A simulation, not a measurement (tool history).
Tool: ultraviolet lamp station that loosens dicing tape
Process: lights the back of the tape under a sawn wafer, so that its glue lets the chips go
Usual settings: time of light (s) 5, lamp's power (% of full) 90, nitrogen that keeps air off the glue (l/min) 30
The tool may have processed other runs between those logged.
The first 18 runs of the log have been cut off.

run,day,time of light (s),lamp's power (% of full),nitrogen that keeps air off the glue (l/min),force that peels the tape off (N),light that reached the tape (mJ/cm²)
19,8.838,5,82,30,0.647,301
20,9.367,5,90,11,1.163,326
21,9.779,5,78,30,0.739,292
22,10.258,5,78,30,0.720,285
23,10.642,2,71,13,3.990,105
24,11.179,3,61,13,3.335,132
25,11.471,3,82,13,2.550,177
26,12.100,3,90,28,1.523,196
# day 12.167: window cleaned of glue's vapour
27,12.662,5,94,30,0.532,335
28,13.133,5,92,30,0.575,328
29,13.492,8,96,20,0.265,549
30,14.050,8,96,20,0.261,542
31,14.717,4,99,36,0.684,277
32,15.246,5,77,30,0.839,275
33,15.642,5,77,30,0.836,267
# day 15.883: window cleaned of glue's vapour, once more
34,16.050,8,87,19,0.279,529
35,16.550,7,89,31,0.239,472
36,17.038,10,89,31,0.160,684
37,17.538,10,89,31,0.158,673
38,17.821,5,80,25,0.745,303
39,18.333,7,80,11,0.708,425
40,18.979,5,90,18,0.739,338
41,19.304,5,95,18,0.656,357
42,19.592,5,95,18,0.679,353

Here are 5 independent what-if runs from the current tool condition. What would each one return?
A,20.217,5,65,30,?,?
B,20.217,5,90,18,?,?
C,20.217,5,90,17,?,?
D,20.217,9,90,45,?,?
E,20.217,5,97,18,?,?

run,force that peels the tape off (N),light that reached the tape (mJ/cm²)
A,1.011,242
B,0.801,338
C,0.807,336
D,0.163,610
E,0.660,363
With no hidden state in the tool, these same runs would have given:
run,force that peels the tape off (N),light that reached the tape (mJ/cm²)
A,0.858,264
B,0.670,368
C,0.677,366
D,0.156,663
E,0.549,395
